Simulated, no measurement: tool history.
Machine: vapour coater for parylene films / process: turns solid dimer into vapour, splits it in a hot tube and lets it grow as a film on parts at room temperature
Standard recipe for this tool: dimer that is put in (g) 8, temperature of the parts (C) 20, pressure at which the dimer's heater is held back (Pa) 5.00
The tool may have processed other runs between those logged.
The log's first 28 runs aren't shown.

run,hour,dimer that is put in (g),temperature of the parts (C),pressure at which the dimer's heater is held back (Pa),hours of work since the trap's valve was overhauled,hours of work since the table's thermometer was calibrated,thickness of the film (µm)
29,1326.2,7,21,5.00,179,871,1.270
30,1357.5,8,21,9.81,201,893,1.337
# hour 1412.1: trap's valve overhauled
31,1418.4,6,21,6.76,4,933,1.116
32,1452.3,6,21,6.76,28,957,1.111
# hour 1479.1: table's thermometer calibrated
33,1484.0,10,20,5.00,50,3,1.921
34,1522.0,8,30,2.40,76,30,1.153
35,1582.7,8,30,2.40,119,72,1.145
36,1613.0,6,23,2.02,140,94,1.100
37,1645.9,3,20,2.60,163,117,0.598
38,1682.4,3,20,2.60,188,142,0.596
39,1711.6,7,24,4.89,209,163,1.112
40,1747.3,8,18,4.09,234,188,1.568
# hour 1753.8: trap's valve overhauled
41,1791.1,8,18,4.09,26,215,1.706
42,1847.3,8,18,4.09,65,255,1.682

For run 43, what comes out?
43,1908.0,14,20,3.33,108,297,?

Run 43 measured thickness of the film (µm) 2.746.
With the hidden condition absent and the run-to-run variation left alone, this run would have shown thickness of the film (µm) 2.848.
